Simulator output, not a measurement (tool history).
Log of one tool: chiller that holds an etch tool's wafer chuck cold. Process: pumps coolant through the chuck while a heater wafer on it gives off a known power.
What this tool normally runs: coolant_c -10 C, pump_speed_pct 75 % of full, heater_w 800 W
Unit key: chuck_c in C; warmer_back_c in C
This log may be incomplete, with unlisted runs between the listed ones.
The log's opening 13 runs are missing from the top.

Run 14, hour 1603.5: usual settings but coolant_c -12 C. Result: chuck_c -2.4 C, warmer_back_c 2.60 C.
Run 15, hour 1693.5: usual settings but pump_speed_pct 76 % of full. Result: chuck_c -0.3 C, warmer_back_c 2.55 C.
Run 16, hour 1815.9: usual settings but pump_speed_pct 76 % of full, heater_w 690 W. Result: chuck_c -1.7 C, warmer_back_c 2.27 C.
Run 17, hour 1898.0: usual settings but pump_speed_pct 76 % of full, heater_w 690 W. Result: chuck_c -1.7 C, warmer_back_c 2.28 C.
Run 18, hour 2032.6: usual settings but coolant_c -5 C, pump_speed_pct 71 % of full, heater_w 1186 W. Result: chuck_c 9.9 C, warmer_back_c 4.13 C.
Run 19, hour 2210.0: usual settings but coolant_c -5 C, pump_speed_pct 71 % of full, heater_w 1186 W. Result: chuck_c 10.0 C, warmer_back_c 4.20 C.
At hour 2226.5: chiller's thermometer calibrated.
At hour 2288.0: coolant changed, channels flushed.
Run 20, hour 2303.3: usual settings but coolant_c -5 C, pump_speed_pct 81 % of full, heater_w 716 W. Result: chuck_c 2.1 C, warmer_back_c 2.21 C.
Run 21, hour 2484.7: usual settings but coolant_c -5 C, pump_speed_pct 81 % of full, heater_w 716 W. Result: chuck_c 2.0 C, warmer_back_c 2.23 C.
Run 22, hour 2672.5: usual settings but coolant_c -5 C, pump_speed_pct 81 % of full, heater_w 716 W. Result: chuck_c 2.1 C, warmer_back_c 2.19 C.
Run 23, hour 2846.6: usual settings but coolant_c -5 C, pump_speed_pct 81 % of full, heater_w 716 W. Result: chuck_c 2.1 C, warmer_back_c 2.25 C.
Run 24, hour 3004.7: usual settings but coolant_c -5 C, pump_speed_pct 81 % of full, heater_w 716 W. Result: chuck_c 2.1 C, warmer_back_c 2.21 C.
Run 25, hour 3123.0: usual settings but heater_w 617 W. Result: chuck_c -3.4 C, warmer_back_c 2.09 C.
Run 26, hour 3209.8: usual settings but heater_w 617 W. Result: chuck_c -3.4 C, warmer_back_c 2.07 C.
Run 27, hour 3362.9: usual settings but coolant_c -11 C, pump_speed_pct 77 % of full, heater_w 1119 W. Result: chuck_c 0.6 C, warmer_back_c 3.68 C.
Run 28, hour 3490.7: usual settings but pump_speed_pct 96 % of full, heater_w 823 W. Result: chuck_c -2.5 C, warmer_back_c 2.20 C.
Run 29, hour 3575.3: usual settings but coolant_c -3 C, pump_speed_pct 90 % of full, heater_w 1118 W. Result: chuck_c 7.7 C, warmer_back_c 3.16 C.
Run 30, hour 3703.1: usual settings but coolant_c -6 C, heater_w 1021 W. Result: chuck_c 4.8 C, warmer_back_c 3.43 C.
Run 31, hour 3850.8: usual settings but coolant_c -6 C, heater_w 1021 W. Result: chuck_c 4.9 C, warmer_back_c 3.33 C.
Run 32, hour 3997.4: usual settings but coolant_c -18 C, pump_speed_pct 65 % of full, heater_w 436 W. Result: chuck_c -12.7 C, warmer_back_c 1.70 C.

Forecast each of these 3 alternatives for the next run:
Run A, hour 4097.1: usual settings but coolant_c -18 C, pump_speed_pct 88 % of full. Result: chuck_c ?, warmer_back_c ?.
Run B, hour 4097.1: usual settings but coolant_c -17 C. Result: chuck_c ?, warmer_back_c ?.
Run C, hour 4097.1: usual settings but coolant_c -19 C, pump_speed_pct 100 % of full, heater_w 431 W. Result: chuck_c ?, warmer_back_c ?.

run  chuck_c  warmer_back_c
  A    -10.1           2.25
  B     -8.2           2.66
  C    -15.0           1.09
With the hidden condition removed and each run's random variation left untouched, the same runs would have given:
run  chuck_c  warmer_back_c
  A    -11.0           2.03
  B     -9.3           2.41
  C    -15.5           0.99
